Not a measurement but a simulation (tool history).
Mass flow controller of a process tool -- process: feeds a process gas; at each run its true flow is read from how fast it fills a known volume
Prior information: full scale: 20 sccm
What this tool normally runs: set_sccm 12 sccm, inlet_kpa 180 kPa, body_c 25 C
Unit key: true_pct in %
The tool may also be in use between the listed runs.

run,hour,set_sccm,inlet_kpa,body_c,true_pct
1,0,12,180,25,99.88
2,163.3,12,180,25,99.94
3,275.6,12,180,25,99.74
4,478.5,12,180,25,99.69
5,653.4,12,180,25,99.66
6,763.1,12,180,25,99.58
7,911.5,12,180,25,99.46
8,1128.1,12,180,25,99.47
9,1235.7,12,180,25,99.44
10,1332.2,12,180,25,99.29
11,1498.1,12,180,25,99.23
12,1628.8,12,180,25,99.28
13,1806.7,12,180,25,99.26
14,1906.5,12,180,25,99.12
15,2025.2,12,180,25,99.06
16,2122.9,12,180,25,99.08
17,2232.3,12,180,25,99.03
18,2360.5,12,180,25,98.95
19,2595.1,12,180,25,98.87
20,2760,12,180,37,99.38
21,2981.6,12,180,37,99.28
22,3154.9,12,180,37,99.16
23,3285.5,12,249,25,98.56
24,3398.9,12,249,23,98.39
25,3613,12,158,29,98.67
26,3733.8,5,208,32,98.56
27,3892.2,5,208,32,98.51
28,4107.8,5,208,29,98.32
29,4326.6,5,208,29,98.22
30,4504.3,5,208,29,98.06
31,4706.4,4,241,25,97.83
# hour 4764.7: gauge calibrated
32,4899.1,5,192,24,99.62
33,4997.7,15,178,37,100.36
34,5138.2,17,215,25,99.84
35,5286.2,8,179,30,99.74
36,5428.6,8,179,30,99.7
37,5600.7,8,179,30,99.8
38,5722.1,8,179,30,99.58
39,5906.2,12,174,25,99.52
40,6092.6,12,174,25,99.28
41,6325.4,15,180,25,99.35
42,6509,15,180,25,99.26
43,6678.9,15,180,25,99.22
44,6804.5,10,277,25,98.89
45,7011,9,230,21,98.64
46,7243,9,230,21,98.67
47,7401.8,9,230,21,98.57
48,7570.5,9,230,21,98.37

Below, some changes in true_pct between adjacent runs. For each, the amount present without the hidden state too (settings, incoming material, random variation) and the amount remaining for the hidden state with gauge scatter not shared by both compared results:
The hidden state here: flow at rest that the sensor doesn't see, % of full scale; true flow over the shown one, %; drift of the gauge itself on true_pct, %.
Run 7 -> 8: nothing adjusted, nothing logged. true_pct +0.01 %: hidden state -0.09, all else +0.1.
Run 18 -> 19: nothing adjusted, nothing logged. true_pct -0.08 %: hidden state -0.09, all else +0.01.
Run 22 -> 23: inlet_kpa 180 -> 249, body_c 37 -> 25. true_pct -0.6 %: hidden state -0.04, all else -0.56.
Run 31 -> 32: set_sccm 4 -> 5, inlet_kpa 241 -> 192, body_c 25 -> 24, gauge calibrated. true_pct +1.79 %: hidden state +1.72, all else +0.07.
Run 32 -> 33: set_sccm 5 -> 15, inlet_kpa 192 -> 178, body_c 24 -> 37. true_pct +0.74 %: hidden state -0.04, all else +0.78.
